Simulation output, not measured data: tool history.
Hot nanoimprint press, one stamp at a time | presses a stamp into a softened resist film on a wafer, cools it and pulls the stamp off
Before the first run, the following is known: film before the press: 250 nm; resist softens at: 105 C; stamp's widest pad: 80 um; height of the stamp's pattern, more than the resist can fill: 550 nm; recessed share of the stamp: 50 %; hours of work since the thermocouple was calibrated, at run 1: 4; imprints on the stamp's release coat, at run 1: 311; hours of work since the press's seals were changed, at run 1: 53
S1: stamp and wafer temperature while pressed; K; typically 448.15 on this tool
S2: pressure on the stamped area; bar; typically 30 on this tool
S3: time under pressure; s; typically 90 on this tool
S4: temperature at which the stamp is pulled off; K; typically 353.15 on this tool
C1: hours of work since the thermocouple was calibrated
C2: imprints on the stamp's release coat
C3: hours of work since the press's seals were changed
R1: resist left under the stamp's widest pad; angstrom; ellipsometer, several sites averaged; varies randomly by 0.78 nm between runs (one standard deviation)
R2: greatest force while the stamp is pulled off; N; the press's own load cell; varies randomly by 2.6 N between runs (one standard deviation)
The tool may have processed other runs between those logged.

Run 1, hour 0: usual settings; C1 4; C2 311; C3 53. Result: R1 1105 angstrom, R2 127 N.
Run 2, hour 34.3: usual settings; C1 28; C2 449; C3 77. Result: R1 1108 angstrom, R2 135 N.
Run 3, hour 90.1: usual settings; C1 67; C2 676; C3 116. Result: R1 1106 angstrom, R2 140 N.
Run 4, hour 116: usual settings; C1 85; C2 781; C3 134. Result: R1 1126 angstrom, R2 146 N.
Run 5, hour 169.6: usual settings but S2 18 bar; C1 122; C2 998; C3 171. Result: R1 1379 angstrom, R2 159 N.
Run 6, hour 205.5: usual settings but S2 18 bar; C1 147; C2 1143; C3 196. Result: R1 1392 angstrom, R2 158 N.
Run 7, hour 236.1: usual settings but S2 18 bar; C1 168; C2 1267; C3 218. Result: R1 1382 angstrom, R2 164 N.
Run 8, hour 275.3: usual settings but S1 439.15 K, S2 31.1 bar, S3 68 s, S4 342.15 K; C1 195; C2 1426; C3 245. Result: R1 1775 angstrom, R2 203 N.
Run 9, hour 301.9: usual settings but S1 439.15 K, S2 43.7 bar, S3 70 s, S4 342.15 K; C1 214; C2 1534; C3 264. Result: R1 1603 angstrom, R2 202 N.
Run 10, hour 327.9: usual settings but S1 439.15 K, S2 43.7 bar, S3 70 s, S4 342.15 K; C1 232; C2 1639; C3 282. Result: R1 1610 angstrom, R2 203 N.
Run 11, hour 364.7: usual settings but S1 439.15 K, S2 43.7 bar, S3 70 s, S4 342.15 K; C1 258; C2 1788; C3 307. Result: R1 1614 angstrom, R2 220 N.
Run 12, hour 419.3: usual settings but S1 439.15 K, S2 43.7 bar, S3 71 s, S4 341.15 K; C1 296; C2 2009; C3 345. Result: R1 1611 angstrom, R2 235 N.

3 options for the next run, each taken on its own from the tool as it stands now. Forecast them:
At hour 473.8: stamp cleaned and given a new release coat.
Run A, hour 482.4: usual settings but S1 449.15 K, S2 19.5 bar, S3 91 s; C1 335; C2 34; C3 385. Result: R1 ?, R2 ?.
At hour 473.8: stamp cleaned and given a new release coat.
Run B, hour 482.4: usual settings but S2 19.9 bar, S3 50 s, S4 342.15 K; C1 335; C2 34; C3 385. Result: R1 ?, R2 ?.
At hour 473.8: stamp cleaned and given a new release coat.
Run C, hour 482.4: usual settings but S1 445.15 K, S2 32.5 bar, S3 118 s, S4 341.15 K; C1 335; C2 34; C3 385. Result: R1 ?, R2 ?.

run    R1   R2
  A  1306  125
  B  1646  150
  C  1172  150
Had the tool no hidden state, the same runs would have come out as:
run    R1   R2
  A  1235  121
  B  1574  146
  C  1097  146
